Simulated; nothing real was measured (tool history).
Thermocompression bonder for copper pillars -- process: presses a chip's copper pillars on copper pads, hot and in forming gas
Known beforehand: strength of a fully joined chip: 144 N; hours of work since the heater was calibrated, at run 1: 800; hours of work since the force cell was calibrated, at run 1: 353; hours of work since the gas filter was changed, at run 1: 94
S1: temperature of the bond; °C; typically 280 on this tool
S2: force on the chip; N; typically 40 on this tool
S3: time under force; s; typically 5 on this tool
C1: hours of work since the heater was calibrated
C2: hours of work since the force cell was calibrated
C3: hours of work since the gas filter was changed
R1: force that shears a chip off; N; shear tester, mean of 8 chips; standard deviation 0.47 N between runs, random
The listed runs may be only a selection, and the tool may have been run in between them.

run	day	S1	S2	S3	C1	C2	C3	R1
1	0	280	40	5	800	353	94	56.4
# day 1.817: forming gas filter changed
2	2.3	280	40	7	842	395	9	68
3	3.779	280	31	5	869	422	36	52.7
4	5.833	280	31	5	907	460	74	50.7
5	7.612	280	31	5	940	493	107	50.4
# day 8.754: forming gas filter changed
6	9.492	280	31	5	974	527	14	52.8
7	11.379	280	31	10	1009	562	48	67.5
8	14.188	280	40	3	1061	614	100	47.5
# day 14.667: heater calibrated with a thermocouple chip
# day 15.796: forming gas filter changed
9	17.042	280	40	3	43	664	23	52.2
10	19.425	280	40	3	87	708	67	52
11	21.25	280	40	3	121	742	101	51.1
# day 22.742: forming gas filter changed
12	23.229	280	40	3	157	778	9	53.4
# day 24.188: heater calibrated with a thermocouple chip, once more
13	25.121	280	40	3	17	811	42	43.4
14	26.454	290	40	10	42	836	67	74.3
15	27.604	254	40	9	63	857	88	47
# day 29.738: forming gas filter changed
16	30.175	254	40	9	110	904	8	49.5
17	31.558	254	40	9	135	929	34	49.5
18	33.354	280	47	6	169	963	67	62
19	35.962	280	47	4	217	1011	115	51.9
# day 36.692: forming gas filter changed
20	37.375	282	40	3	242	1036	13	45.9
21	39.867	280	40	8	288	1082	59	64.6
22	41.129	280	40	8	311	1105	82	63.9
# day 43.642: forming gas filter changed
23	43.683	251	30	5	358	1152	1	32
24	45.129	280	31	3	385	1179	27	38.1
25	47.179	308	30	11	423	1217	65	81.6

Consider 3 possible next runs. They are alternatives, not a sequence: every one starts from the tool as it was left by run 25. What does each give?
A	49.758	308	34	11	470	1264	113	?
B	49.758	263	29	9	470	1264	113	?
C	49.758	280	40	6	470	1264	113	?

run	R1
A	84.1
B	46.1
C	57
Without the tool's hidden state the same runs would have given:
run	R1
A	87.7
B	47.7
C	59
